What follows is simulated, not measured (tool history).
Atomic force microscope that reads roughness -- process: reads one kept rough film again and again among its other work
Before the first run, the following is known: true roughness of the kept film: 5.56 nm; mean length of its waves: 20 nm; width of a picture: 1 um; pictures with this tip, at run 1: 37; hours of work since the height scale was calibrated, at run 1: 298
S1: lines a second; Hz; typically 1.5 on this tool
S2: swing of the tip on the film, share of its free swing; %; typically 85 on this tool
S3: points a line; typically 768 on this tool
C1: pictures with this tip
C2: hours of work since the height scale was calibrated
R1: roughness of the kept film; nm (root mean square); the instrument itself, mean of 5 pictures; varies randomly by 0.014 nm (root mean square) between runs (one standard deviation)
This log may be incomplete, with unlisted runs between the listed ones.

{"run": 1, "day": 0.0, "S1": 1.5, "S2": 85, "S3": 768, "C1": 37, "C2": 298, "R1": 2.509}
{"run": 2, "day": 1.15, "S1": 1.5, "S2": 85, "S3": 768, "C1": 62, "C2": 310, "R1": 2.179}
{"day": 2.629, "done": "new tip fitted"}
{"run": 3, "day": 2.629, "S1": 1.5, "S2": 85, "S3": 768, "C1": 0, "C2": 324, "R1": 3.27}
{"run": 4, "day": 3.65, "S1": 1.5, "S2": 85, "S3": 768, "C1": 22, "C2": 335, "R1": 2.787}
{"run": 5, "day": 4.279, "S1": 1.5, "S2": 85, "S3": 768, "C1": 35, "C2": 341, "R1": 2.576}
{"run": 6, "day": 5.154, "S1": 1.5, "S2": 85, "S3": 366, "C1": 54, "C2": 350, "R1": 2.288}
{"run": 7, "day": 6.338, "S1": 1.5, "S2": 85, "S3": 366, "C1": 79, "C2": 362, "R1": 1.98}

Run 8 has not been measured yet. What should we expect?
{"day": 7.038, "done": "new tip fitted"}
{"run": 8, "day": 7.758, "S1": 1.33, "S2": 86, "S3": 858, "C1": 15, "C2": 376, "R1": "?"}

R1: 2.942 nm (root mean square)
Without the tool's hidden state the same run would have given R1 3.358 nm (root mean square).

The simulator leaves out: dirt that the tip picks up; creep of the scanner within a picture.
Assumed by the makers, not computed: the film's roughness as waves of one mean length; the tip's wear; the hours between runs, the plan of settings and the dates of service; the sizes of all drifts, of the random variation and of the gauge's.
